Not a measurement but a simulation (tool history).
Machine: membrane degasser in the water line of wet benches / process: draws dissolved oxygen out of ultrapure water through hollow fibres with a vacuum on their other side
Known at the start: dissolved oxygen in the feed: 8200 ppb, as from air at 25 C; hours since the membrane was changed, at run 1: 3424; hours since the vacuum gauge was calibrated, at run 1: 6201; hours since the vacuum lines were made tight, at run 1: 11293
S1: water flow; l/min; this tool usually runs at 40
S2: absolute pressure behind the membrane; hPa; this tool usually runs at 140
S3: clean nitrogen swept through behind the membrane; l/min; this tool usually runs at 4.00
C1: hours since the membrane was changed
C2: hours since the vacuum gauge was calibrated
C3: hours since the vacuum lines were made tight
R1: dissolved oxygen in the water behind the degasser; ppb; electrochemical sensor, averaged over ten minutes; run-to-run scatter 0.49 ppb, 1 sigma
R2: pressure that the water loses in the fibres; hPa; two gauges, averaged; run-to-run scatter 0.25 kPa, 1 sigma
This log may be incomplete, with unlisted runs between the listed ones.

| run | hour | S1 | S2 | S3 | C1 | C2 | C3 | R1 | R2 |
|---|---|---|---|---|---|---|---|---|---|
| 1 | 0.0 | 40 | 140 | 4.00 | 3424 | 6201 | 11293 | 255.7 | 686.8 |
| 2 | 110.4 | 40 | 140 | 4.00 | 3534 | 6311 | 11403 | 255.6 | 684.5 |
| 3 | 223.4 | 40 | 140 | 4.00 | 3647 | 6424 | 11516 | 255.4 | 681.8 |
| 4 | 335.2 | 40 | 140 | 2.10 | 3759 | 6536 | 11628 | 450.0 | 686.2 |
| 5 | 443.5 | 40 | 101 | 4.00 | 3867 | 6644 | 11736 | 166.9 | 680.7 |
| 6 | 504.1 | 40 | 101 | 4.00 | 3928 | 6705 | 11797 | 166.9 | 687.6 |
| 7 | 587.1 | 40 | 101 | 4.00 | 4011 | 6788 | 11880 | 167.4 | 680.4 |
| 8 | 679.2 | 40 | 140 | 4.00 | 4103 | 6880 | 11972 | 256.0 | 689.2 |
| 9 | 758.9 | 40 | 140 | 4.00 | 4182 | 6960 | 12051 | 257.0 | 683.8 |
|  | 769.3 | vacuum gauge calibrated |
| 10 | 850.4 | 40 | 140 | 4.00 | 4273 | 81 | 12142 | 256.9 | 686.9 |
| 11 | 905.9 | 40 | 140 | 4.00 | 4329 | 137 | 12198 | 258.0 | 684.1 |
| 12 | 1017.5 | 40 | 140 | 4.00 | 4441 | 248 | 12310 | 257.1 | 684.9 |
| 13 | 1092.8 | 40 | 140 | 4.00 | 4516 | 323 | 12385 | 256.8 | 682.9 |
|  | 1161.8 | vacuum gauge calibrated, once more |
| 14 | 1199.5 | 40 | 140 | 4.00 | 4622 | 38 | 12491 | 253.9 | 682.0 |
| 15 | 1282.5 | 40 | 140 | 4.00 | 4705 | 121 | 12574 | 252.9 | 684.4 |
| 16 | 1381.3 | 40 | 140 | 5.58 | 4804 | 220 | 12673 | 187.1 | 691.1 |
| 17 | 1434.6 | 40 | 140 | 4.00 | 4857 | 273 | 12726 | 254.4 | 684.6 |
| 18 | 1539.8 | 63 | 140 | 3.66 | 4962 | 378 | 12831 | 433.3 | 1082.0 |
| 19 | 1601.3 | 56 | 104 | 3.12 | 5024 | 440 | 12893 | 302.4 | 963.3 |
| 20 | 1714.9 | 56 | 104 | 3.12 | 5137 | 553 | 13006 | 300.7 | 959.0 |
| 21 | 1799.1 | 47 | 220 | 9.22 | 5222 | 637 | 13091 | 236.6 | 807.4 |
| 22 | 1889.2 | 47 | 220 | 9.22 | 5312 | 727 | 13181 | 236.4 | 803.6 |
| 23 | 1994.0 | 47 | 220 | 9.22 | 5417 | 832 | 13286 | 237.9 | 804.4 |
| 24 | 2072.7 | 47 | 220 | 9.22 | 5495 | 911 | 13364 | 238.2 | 806.3 |
| 25 | 2170.5 | 40 | 125 | 2.13 | 5593 | 1009 | 13462 | 380.3 | 684.6 |
| 26 | 2274.3 | 40 | 140 | 1.62 | 5697 | 1112 | 13566 | 552.7 | 686.9 |
| 27 | 2329.9 | 40 | 257 | 2.25 | 5752 | 1168 | 13621 | 833.6 | 689.6 |

What will run 28 give?
| 28 | 2444.9 | 40 | 209 | 10.82 | 5867 | 1283 | 13736 | ? | ? |

{"run 28": {"R1": 163.7, "R2": 688.9}}
Minus the tool's unlogged condition, the same run would have read R1 160.4 ppb, R2 678.1 hPa.

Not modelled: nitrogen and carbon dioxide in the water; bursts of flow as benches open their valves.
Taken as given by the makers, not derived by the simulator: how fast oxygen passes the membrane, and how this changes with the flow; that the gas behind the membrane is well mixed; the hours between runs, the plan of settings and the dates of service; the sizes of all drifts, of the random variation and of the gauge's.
